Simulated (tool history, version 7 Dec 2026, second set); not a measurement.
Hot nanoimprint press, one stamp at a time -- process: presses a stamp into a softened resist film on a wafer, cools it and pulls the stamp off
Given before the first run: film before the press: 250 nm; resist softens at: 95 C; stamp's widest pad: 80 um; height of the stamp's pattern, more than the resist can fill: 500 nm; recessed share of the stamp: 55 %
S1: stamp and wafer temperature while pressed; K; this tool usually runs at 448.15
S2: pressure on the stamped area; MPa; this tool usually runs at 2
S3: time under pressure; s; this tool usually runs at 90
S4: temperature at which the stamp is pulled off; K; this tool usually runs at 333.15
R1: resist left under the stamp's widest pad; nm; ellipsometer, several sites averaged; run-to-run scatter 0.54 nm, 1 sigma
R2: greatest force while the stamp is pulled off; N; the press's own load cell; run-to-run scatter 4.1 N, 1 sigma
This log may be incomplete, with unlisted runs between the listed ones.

run,hour,S1,S2,S3,S4,R1,R2
1,0,448.15,2,90,333.15,89.2,240
2,43.5,448.15,2,90,333.15,89.9,226
3,82.4,448.15,2,90,333.15,89,252
4,109,448.15,2,90,333.15,88.9,239
5,139.7,448.15,2,90,333.15,88.3,244
6,162.3,448.15,2,90,333.15,88.7,243
7,187,451.15,2,90,333.15,76.3,239
8,208.8,451.15,2,90,333.15,77.6,246
9,237.3,451.15,2,136,333.15,64.1,259
# hour 249.3: stamp cleaned and given a new release coat
10,291.7,451.15,2,136,333.15,66.1,205
11,314,451.15,2,136,333.15,64.6,196
12,339.2,448.15,2,90,333.15,87.2,206
# hour 387.3: plate thermocouple calibrated
13,387.7,448.15,2,90,333.15,85.9,210
14,415.4,444.15,2,105,325.15,97.7,235
15,459.7,448.15,2.48,138,321.15,64.5,246
16,489.9,442.15,2,90,333.15,112.5,219
17,521.8,442.15,2,90,333.15,112.7,222
18,545.8,448.15,3.07,53,333.15,86.2,217
19,584.7,448.15,2,48,333.15,108.9,219
# hour 612.8: plate thermocouple calibrated, once more
20,631.4,448.15,2,90,326.15,92.7,264
21,658.7,448.15,2,90,330.15,92.7,246
22,684,454.15,2.95,48,340.15,74.5,215
23,713.7,440.15,2,90,333.15,133.3,235
24,751.9,440.15,2,90,333.15,133.9,245
25,796.3,440.15,2,90,333.15,133.3,262

3 options for the next run, each taken on its own from the tool as it stands now. Forecast them:
A,818,436.15,2,90,333.15,?,?
B,818,439.15,2,90,333.15,?,?
C,818,448.15,2,127,331.15,?,?

run,R1,R2
A,158.6,254
B,138.8,258
C,81.2,258
Stripped of hidden state, with their random variation kept, the same runs would have yielded:
run,R1,R2
A,156.9,197
B,137.1,200
C,79.9,199

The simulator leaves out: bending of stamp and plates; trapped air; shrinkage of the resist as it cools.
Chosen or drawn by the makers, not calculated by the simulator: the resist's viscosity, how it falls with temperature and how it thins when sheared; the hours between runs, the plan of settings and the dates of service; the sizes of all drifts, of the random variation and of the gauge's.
